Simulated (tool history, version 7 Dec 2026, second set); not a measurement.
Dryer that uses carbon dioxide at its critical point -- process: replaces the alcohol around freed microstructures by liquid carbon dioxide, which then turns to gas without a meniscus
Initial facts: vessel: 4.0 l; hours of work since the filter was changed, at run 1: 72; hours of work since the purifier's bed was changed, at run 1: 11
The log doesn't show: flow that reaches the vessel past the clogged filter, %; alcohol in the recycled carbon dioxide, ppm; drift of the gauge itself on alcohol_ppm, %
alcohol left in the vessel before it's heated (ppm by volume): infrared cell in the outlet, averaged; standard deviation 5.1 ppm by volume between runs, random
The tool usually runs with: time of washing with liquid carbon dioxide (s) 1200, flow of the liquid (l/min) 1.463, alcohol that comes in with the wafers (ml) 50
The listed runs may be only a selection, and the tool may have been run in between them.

run,day,time of washing with liquid carbon dioxide (s),flow of the liquid (l/min),alcohol that comes in with the wafers (ml),hours of work since the filter was changed,hours of work since the purifier's bed was changed,alcohol left in the vessel before it's heated (ppm by volume)
1,0.000,1200,1.463,50,72,11,61
2,0.767,1200,1.463,50,80,19,65
3,2.175,1200,1.463,50,94,33,76
4,3.250,1860,1.463,50,105,44,8
5,4.562,1020,1.463,50,119,58,142
6,5.225,1020,1.463,50,126,65,148
7,6.246,1020,1.463,50,136,75,148
8,7.392,1200,2.100,50,148,87,17
9,8.392,1200,2.100,50,158,97,21
10,9.304,1200,2.100,50,168,107,23
11,9.929,960,1.960,82,174,113,83
12,10.638,1200,1.110,74,182,121,396
13,11.888,780,1.030,27,194,133,666
14,12.721,960,1.020,50,203,142,730
15,13.942,960,1.020,50,216,155,748

Selected run-to-run steps in alcohol left in the vessel before it's heated (ppm by volume), each split into two signed amounts: the part the tool would show with no hidden state at all (from settings, incoming material and random variation), and the remainder, which goes to the hidden state together with any gauge scatter not common to the measured and the hidden-state-free results:
Run 11 -> 12: time of washing with liquid carbon dioxide (s) 960 -> 1200, flow of the liquid (l/min) 1.960 -> 1.110, alcohol that comes in with the wafers (ml) 82 -> 74. alcohol left in the vessel before it's heated (ppm by volume) +313: hidden state +41, all else +272.
